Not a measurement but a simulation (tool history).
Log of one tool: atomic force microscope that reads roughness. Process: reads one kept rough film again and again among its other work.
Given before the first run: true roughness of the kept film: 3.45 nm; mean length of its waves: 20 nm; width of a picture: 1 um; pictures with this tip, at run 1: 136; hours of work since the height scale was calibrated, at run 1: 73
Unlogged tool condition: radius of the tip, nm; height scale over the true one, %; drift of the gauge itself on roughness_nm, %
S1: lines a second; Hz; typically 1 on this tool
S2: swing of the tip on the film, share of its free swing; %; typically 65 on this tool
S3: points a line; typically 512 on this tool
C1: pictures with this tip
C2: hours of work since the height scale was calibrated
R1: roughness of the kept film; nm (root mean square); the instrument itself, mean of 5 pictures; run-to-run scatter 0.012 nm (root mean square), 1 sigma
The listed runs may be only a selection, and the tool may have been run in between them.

Run 1, hour 0: usual settings; C1 136; C2 73. Result: R1 2.223 nm (root mean square).
Run 2, hour 19.5: usual settings but S1 2.15 Hz; C1 165; C2 82. Result: R1 2.08 nm (root mean square).
Run 3, hour 47.6: usual settings; C1 208; C2 95. Result: R1 2.006 nm (root mean square).
At hour 49.9: new tip fitted.
Run 4, hour 60.2: usual settings but S3 339; C1 16; C2 101. Result: R1 2.674 nm (root mean square).
Run 5, hour 85.6: usual settings; C1 54; C2 113. Result: R1 2.548 nm (root mean square).
Run 6, hour 98.1: usual settings; C1 74; C2 118. Result: R1 2.456 nm (root mean square).
Run 7, hour 115.6: usual settings but S3 555; C1 100; C2 127. Result: R1 2.328 nm (root mean square).
Run 8, hour 133.6: usual settings but S3 555; C1 128; C2 135. Result: R1 2.229 nm (root mean square).
Run 9, hour 158.4: usual settings but S3 959; C1 165; C2 147. Result: R1 2.114 nm (root mean square).
Run 10, hour 172.1: usual settings but S3 959; C1 186; C2 153. Result: R1 2.057 nm (root mean square).
At hour 175.4: height scale calibrated on a step standard.
At hour 188.7: new tip fitted.
Run 11, hour 190.2: usual settings; C1 3; C2 7. Result: R1 2.802 nm (root mean square).
Run 12, hour 202.6: usual settings but S2 67 %; C1 21; C2 13. Result: R1 2.704 nm (root mean square).
Run 13, hour 215.9: usual settings but S2 67 %; C1 42; C2 19. Result: R1 2.613 nm (root mean square).
Run 14, hour 235.4: usual settings but S1 0.85 Hz, S2 63 %, S3 842; C1 71; C2 28. Result: R1 2.523 nm (root mean square).
At hour 254.2: height scale calibrated on a step standard, once more.
Run 15, hour 261.7: usual settings but S1 0.5 Hz, S2 80 %, S3 873; C1 110; C2 4. Result: R1 2.351 nm (root mean square).
Run 16, hour 276.7: usual settings but S1 0.5 Hz, S2 80 %, S3 873; C1 133; C2 11. Result: R1 2.269 nm (root mean square).
Run 17, hour 289.6: usual settings but S1 1.61 Hz, S2 58 %, S3 368; C1 152; C2 17. Result: R1 2.169 nm (root mean square).
Run 18, hour 315.4: usual settings but S1 1.61 Hz, S2 58 %, S3 368; C1 192; C2 29. Result: R1 2.044 nm (root mean square).
At hour 328.5: new tip fitted.
Run 19, hour 331.7: usual settings but S1 2.66 Hz, S2 57 %, S3 800; C1 5; C2 36. Result: R1 2.741 nm (root mean square).
Run 20, hour 352.6: usual settings but S1 2.79 Hz, S2 57 %, S3 584; C1 37; C2 46. Result: R1 2.545 nm (root mean square).
Run 21, hour 368.2: usual settings but S2 73 %, S3 881; C1 61; C2 53. Result: R1 2.468 nm (root mean square).
Run 22, hour 387.6: usual settings but S2 73 %, S3 881; C1 90; C2 62. Result: R1 2.336 nm (root mean square).
Run 23, hour 407: usual settings but S2 67 %, S3 281; C1 120; C2 72. Result: R1 2.204 nm (root mean square).
Run 24, hour 422.4: usual settings but S1 3.72 Hz, S2 61 %; C1 143; C2 79. Result: R1 2.06 nm (root mean square).
Run 25, hour 441.1: usual settings but S1 3.72 Hz, S2 61 %; C1 172; C2 88. Result: R1 1.98 nm (root mean square).
Run 26, hour 464.9: usual settings but S1 3.77 Hz, S2 63 %; C1 208; C2 99. Result: R1 1.85 nm (root mean square).

Each row is a separate what-if for the run after 26, all from the same tool condition, not one after another. Results?
At hour 467.3: new tip fitted.
Run A, hour 479.7: usual settings but S1 3.77 Hz, S2 63 %, S3 488; C1 19; C2 105. Result: R1 ?.
At hour 467.3: new tip fitted.
Run B, hour 479.7: usual settings but S2 74 %, S3 408; C1 19; C2 105. Result: R1 ?.
At hour 467.3: new tip fitted.
Run C, hour 479.7: usual settings but S1 1.67 Hz, S2 79 %, S3 582; C1 19; C2 105. Result: R1 ?.

run     R1
  A  2.579
  B  2.672
  C  2.568
What these runs would have given with no unlogged condition in the tool:
run     R1
  A   2.68
  B  2.776
  C  2.669

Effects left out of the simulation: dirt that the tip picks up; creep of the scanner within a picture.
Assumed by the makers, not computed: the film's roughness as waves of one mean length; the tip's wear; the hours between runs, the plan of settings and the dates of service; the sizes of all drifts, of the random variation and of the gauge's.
